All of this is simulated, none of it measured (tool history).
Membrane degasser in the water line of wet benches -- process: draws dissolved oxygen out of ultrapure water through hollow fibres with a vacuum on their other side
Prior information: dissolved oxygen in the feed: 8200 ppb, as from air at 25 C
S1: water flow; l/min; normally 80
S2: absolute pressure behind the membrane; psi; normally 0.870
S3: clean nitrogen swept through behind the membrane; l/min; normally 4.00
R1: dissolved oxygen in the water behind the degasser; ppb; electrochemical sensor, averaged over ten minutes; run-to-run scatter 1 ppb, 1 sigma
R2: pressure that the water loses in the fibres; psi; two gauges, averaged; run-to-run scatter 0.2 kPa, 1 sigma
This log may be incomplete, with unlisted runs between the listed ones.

run 1 hour=0.0 | S1=80 S2=0.870 S3=4.00 | R1=129.7 R2=6.219
run 2 hour=208.8 | S1=80 S2=0.870 S3=4.00 | R1=129.4 R2=6.237
-- hour=311.4 seals of the vacuum lines changed
run 3 hour=330.9 | S1=80 S2=0.870 S3=5.80 | R1=95.7 R2=6.274
run 4 hour=475.3 | S1=80 S2=0.870 S3=5.80 | R1=94.6 R2=6.190
run 5 hour=672.3 | S1=80 S2=0.870 S3=4.00 | R1=130.7 R2=6.209
run 6 hour=810.9 | S1=80 S2=0.644 S3=4.00 | R1=63.3 R2=6.186
run 7 hour=1021.9 | S1=80 S2=0.644 S3=4.00 | R1=63.2 R2=6.244
run 8 hour=1181.6 | S1=80 S2=0.644 S3=4.00 | R1=63.1 R2=6.211
run 9 hour=1314.9 | S1=80 S2=0.644 S3=4.00 | R1=64.4 R2=6.238
run 10 hour=1546.3 | S1=80 S2=0.644 S3=4.00 | R1=65.1 R2=6.228
run 11 hour=1743.6 | S1=80 S2=0.644 S3=4.00 | R1=65.1 R2=6.242
run 12 hour=1843.2 | S1=80 S2=0.644 S3=4.00 | R1=66.3 R2=6.232
run 13 hour=2040.5 | S1=80 S2=0.644 S3=4.00 | R1=66.3 R2=6.255
run 14 hour=2251.7 | S1=80 S2=0.644 S3=4.00 | R1=66.8 R2=6.313
run 15 hour=2387.6 | S1=80 S2=0.644 S3=4.00 | R1=67.7 R2=6.293
run 16 hour=2539.0 | S1=80 S2=0.658 S3=4.00 | R1=69.7 R2=6.238
run 17 hour=2699.9 | S1=80 S2=0.658 S3=4.00 | R1=72.0 R2=6.280
run 18 hour=2867.0 | S1=80 S2=0.658 S3=4.00 | R1=72.5 R2=6.283
run 19 hour=3092.3 | S1=98 S2=0.544 S3=6.38 | R1=38.5 R2=7.778
run 20 hour=3320.3 | S1=98 S2=0.544 S3=6.38 | R1=39.3 R2=7.729
run 21 hour=3503.3 | S1=62 S2=0.860 S3=4.49 | R1=93.7 R2=4.918
run 22 hour=3622.3 | S1=51 S2=1.092 S3=11.03 | R1=51.7 R2=4.041
run 23 hour=3847.0 | S1=80 S2=0.764 S3=4.08 | R1=105.6 R2=6.353
run 24 hour=4002.4 | S1=120 S2=1.519 S3=3.61 | R1=506.7 R2=9.532
run 25 hour=4138.5 | S1=65 S2=1.562 S3=8.18 | R1=149.1 R2=5.134
run 26 hour=4356.2 | S1=60 S2=1.562 S3=8.93 | R1=127.2 R2=4.805
run 27 hour=4449.6 | S1=51 S2=1.503 S3=7.13 | R1=126.9 R2=4.044
run 28 hour=4635.5 | S1=51 S2=0.870 S3=10.86 | R1=35.8 R2=4.068
run 29 hour=4773.0 | S1=71 S2=0.824 S3=2.45 | R1=169.0 R2=5.704
run 30 hour=4891.4 | S1=53 S2=1.607 S3=2.45 | R1=378.9 R2=4.218
run 31 hour=5089.5 | S1=110 S2=1.442 S3=8.36 | R1=234.0 R2=8.792

3 options for the next run, each taken on its own from the tool as it stands now. Forecast them:
run A hour=5296.8 | S1=79 S2=1.298 S3=3.25 | R1=? R2=?
run B hour=5296.8 | S1=75 S2=0.870 S3=1.89 | R1=? R2=?
run C hour=5296.8 | S1=48 S2=0.870 S3=4.00 | R1=? R2=?

run=A R1=314.9 R2=6.332
run=B R1=245.2 R2=5.948
run=C R1=86.0 R2=3.816
Without the tool's unlogged condition, the same runs would have read:
run=A R1=299.1 R2=6.023
run=B R1=222.9 R2=5.658
run=C R1=77.9 R2=3.630
